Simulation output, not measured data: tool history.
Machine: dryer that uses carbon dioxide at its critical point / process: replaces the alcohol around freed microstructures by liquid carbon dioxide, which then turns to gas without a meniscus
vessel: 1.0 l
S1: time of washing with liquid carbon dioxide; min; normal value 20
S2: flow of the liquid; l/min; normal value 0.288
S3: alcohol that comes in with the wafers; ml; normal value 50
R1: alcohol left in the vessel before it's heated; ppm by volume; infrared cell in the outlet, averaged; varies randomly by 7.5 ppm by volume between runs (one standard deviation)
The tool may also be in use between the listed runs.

run 1 hour=0 | S1=20 S2=0.288 S3=50 | R1=421
run 2 hour=12.5 | S1=20 S2=0.288 S3=50 | R1=436
run 3 hour=25.5 | S1=28 S2=0.288 S3=50 | R1=104
run 4 hour=46.9 | S1=20 S2=0.288 S3=42 | R1=395
run 5 hour=69.6 | S1=20 S2=0.288 S3=42 | R1=380
run 6 hour=95.4 | S1=20 S2=0.288 S3=42 | R1=399
run 7 hour=112.9 | S1=20 S2=0.288 S3=42 | R1=418
run 8 hour=130.7 | S1=20 S2=0.217 S3=50 | R1=1551
run 9 hour=146.5 | S1=29 S2=0.288 S3=50 | R1=106
run 10 hour=171.9 | S1=29 S2=0.288 S3=50 | R1=100
run 11 hour=197.6 | S1=20 S2=0.288 S3=50 | R1=508
run 12 hour=218.9 | S1=20 S2=0.288 S3=50 | R1=523
run 13 hour=240.3 | S1=20 S2=0.184 S3=50 | R1=2751
run 14 hour=266.1 | S1=20 S2=0.288 S3=50 | R1=558
run 15 hour=283.1 | S1=20 S2=0.288 S3=50 | R1=519
run 16 hour=312.6 | S1=20 S2=0.288 S3=50 | R1=552
run 17 hour=339 | S1=20 S2=0.288 S3=50 | R1=591
run 18 hour=360.2 | S1=20 S2=0.288 S3=50 | R1=588
run 19 hour=381.7 | S1=20 S2=0.339 S3=50 | R1=292
run 20 hour=404 | S1=15 S2=0.339 S3=50 | R1=913
run 21 hour=422.3 | S1=15 S2=0.339 S3=50 | R1=932
run 22 hour=441.7 | S1=13 S2=0.479 S3=22 | R1=218
run 23 hour=462.6 | S1=13 S2=0.479 S3=22 | R1=226
run 24 hour=488.1 | S1=22 S2=0.479 S3=63 | R1=96
run 25 hour=500.6 | S1=18 S2=0.288 S3=28 | R1=577
run 26 hour=525.5 | S1=19 S2=0.205 S3=28 | R1=1490
run 27 hour=544.4 | S1=13 S2=0.231 S3=85 | R1=8541
run 28 hour=567.2 | S1=22 S2=0.288 S3=22 | R1=245
run 29 hour=597.4 | S1=22 S2=0.288 S3=22 | R1=256
run 30 hour=623.4 | S1=22 S2=0.288 S3=50 | R1=482
run 31 hour=647 | S1=17 S2=0.214 S3=34 | R1=2336
run 32 hour=669.1 | S1=17 S2=0.214 S3=34 | R1=2322
run 33 hour=696.6 | S1=31 S2=0.424 S3=50 | R1=101
run 34 hour=721 | S1=16 S2=0.424 S3=21 | R1=215
run 35 hour=748 | S1=16 S2=0.424 S3=21 | R1=220
run 36 hour=767.3 | S1=16 S2=0.424 S3=21 | R1=216
run 37 hour=794.4 | S1=17 S2=0.174 S3=30 | R1=3616
run 38 hour=817.2 | S1=17 S2=0.174 S3=30 | R1=3686
run 39 hour=843.3 | S1=17 S2=0.174 S3=30 | R1=3748
run 40 hour=861.1 | S1=13 S2=0.385 S3=28 | R1=775
run 41 hour=878.9 | S1=25 S2=0.452 S3=86 | R1=136
run 42 hour=899.9 | S1=28 S2=0.193 S3=43 | R1=1029

Predict each of these 4 candidate next runs independently; none follows another, all start after run 42:
run A hour=920.9 | S1=20 S2=0.19 S3=50 | R1=?
run B hour=920.9 | S1=20 S2=0.466 S3=50 | R1=?
run C hour=920.9 | S1=18 S2=0.228 S3=70 | R1=?
run D hour=920.9 | S1=20 S2=0.288 S3=26 | R1=?

run=A R1=3457
run=B R1=166
run=C R1=3721
run=D R1=515
Without the tool's hidden state the same runs would have given:
run=A R1=2138
run=B R1=16
run=C R1=2215
run=D R1=203
